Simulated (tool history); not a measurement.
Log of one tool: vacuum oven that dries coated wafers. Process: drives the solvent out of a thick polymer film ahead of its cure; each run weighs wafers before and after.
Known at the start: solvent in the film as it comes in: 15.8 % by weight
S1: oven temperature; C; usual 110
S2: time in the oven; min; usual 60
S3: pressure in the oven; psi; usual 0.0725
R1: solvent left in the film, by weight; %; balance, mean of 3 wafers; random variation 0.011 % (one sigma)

Run 1, day 0: usual settings. Result: R1 0.87 %.
Run 2, day 1.279: usual settings but S2 82 min. Result: R1 0.46 %.
Run 3, day 3.188: usual settings but S2 72 min. Result: R1 0.59 %.
Run 4, day 5.9: usual settings but S2 72 min. Result: R1 0.58 %.
Run 5, day 7.533: usual settings but S2 72 min. Result: R1 0.58 %.
Run 6, day 9.596: usual settings but S2 72 min. Result: R1 0.59 %.
Run 7, day 11.825: usual settings but S2 72 min. Result: R1 0.6 %.
At day 14.433: oven's thermocouples calibrated.
Run 8, day 14.433: usual settings but S2 72 min. Result: R1 0.68 %.
Run 9, day 15.883: usual settings but S2 72 min. Result: R1 0.64 %.
Run 10, day 18.267: usual settings but S1 116 C. Result: R1 0.43 %.
Run 11, day 21.15: usual settings but S1 116 C. Result: R1 0.46 %.
Run 12, day 22.671: usual settings. Result: R1 0.96 %.
Run 13, day 24.783: usual settings. Result: R1 0.95 %.
Run 14, day 26.717: usual settings but S2 64 min. Result: R1 0.82 %.
Run 15, day 28.946: usual settings but S2 64 min. Result: R1 0.83 %.
Run 16, day 30.338: usual settings but S2 64 min. Result: R1 0.83 %.
Run 17, day 32.888: usual settings. Result: R1 0.95 %.
Run 18, day 35.938: usual settings. Result: R1 0.92 %.
Run 19, day 37.483: usual settings but S1 109 C. Result: R1 1.07 %.
Run 20, day 40.471: usual settings but S1 109 C. Result: R1 1.05 %.
Run 21, day 43.162: usual settings but S1 109 C. Result: R1 1.04 %.
Run 22, day 45.221: usual settings but S1 105 C. Result: R1 1.63 %.
Run 23, day 47.471: usual settings but S1 105 C. Result: R1 1.62 %.
Run 24, day 50.496: usual settings but S1 117 C, S2 74 min, S3 0.0637 psi. Result: R1 0.28 %.
Run 25, day 52.233: usual settings but S1 124 C, S2 65 min, S3 0.0643 psi. Result: R1 0.19 %.
Run 26, day 55.125: usual settings but S1 109 C, S2 98 min. Result: R1 0.44 %.
At day 55.467: vacuum gauge cleaned of residue and calibrated.
Run 27, day 56.462: usual settings but S1 109 C, S2 98 min. Result: R1 0.47 %.
Run 28, day 59.192: usual settings but S1 109 C, S2 106 min, S3 0.0821 psi. Result: R1 0.48 %.
Run 29, day 61.938: usual settings but S1 118 C, S2 104 min, S3 0.102 psi. Result: R1 0.34 %.
Run 30, day 63.492: usual settings but S1 101 C, S2 50 min, S3 0.2738 psi. Result: R1 3.75 %.
At day 64.65: vacuum gauge cleaned of residue and calibrated, once more.
Run 31, day 66.175: usual settings but S1 101 C, S2 50 min, S3 0.2213 psi. Result: R1 3.41 %.
Run 32, day 68.621: usual settings but S1 96 C, S2 79 min, S3 0.0579 psi. Result: R1 2.21 %.
Run 33, day 71.333: usual settings but S2 106 min. Result: R1 0.28 %.
Run 34, day 72.65: usual settings but S2 106 min. Result: R1 0.27 %.
Run 35, day 74.496: usual settings but S2 61 min. Result: R1 0.79 %.
Run 36, day 76.104: usual settings but S1 116 C, S2 75 min. Result: R1 0.25 %.
Run 37, day 78.212: usual settings but S1 116 C, S2 75 min. Result: R1 0.26 %.
Run 38, day 79.846: usual settings but S1 116 C, S2 75 min. Result: R1 0.24 %.
Run 39, day 81.754: usual settings but S1 113 C, S2 47 min. Result: R1 0.97 %.
At day 83.233: oven's thermocouples calibrated.
Run 40, day 84.217: usual settings but S1 116 C, S2 35 min, S3 0.0368 psi. Result: R1 1.32 %.
Run 41, day 86.25: usual settings but S1 97 C, S3 0.0714 psi. Result: R1 3.25 %.
Run 42, day 89.346: usual settings but S1 97 C, S3 0.0714 psi. Result: R1 3.24 %.
Run 43, day 91.767: usual settings but S2 36 min, S3 0.0522 psi. Result: R1 2.32 %.
Run 44, day 94.292: usual settings but S1 118 C. Result: R1 0.32 %.

Forecast each of these 5 alternatives for the next run:
Run A, day 97.338: usual settings but S1 101 C. Result: R1 ?.
Run B, day 97.338: usual settings but S1 118 C. Result: R1 ?.
Run C, day 97.338: usual settings but S1 117 C. Result: R1 ?.
Run D, day 97.338: usual settings but S1 111 C, S2 43 min, S3 0.1094 psi. Result: R1 ?.
Run E, day 97.338: usual settings but S1 123 C, S3 0.0708 psi. Result: R1 ?.

run    R1
  A  2.31
  B  0.31
  C  0.34
  D  1.65
  E  0.18
Without the tool's hidden state the same runs would have given:
run    R1
  A  2.28
  B  0.29
  C  0.32
  D  1.63
  E  0.17
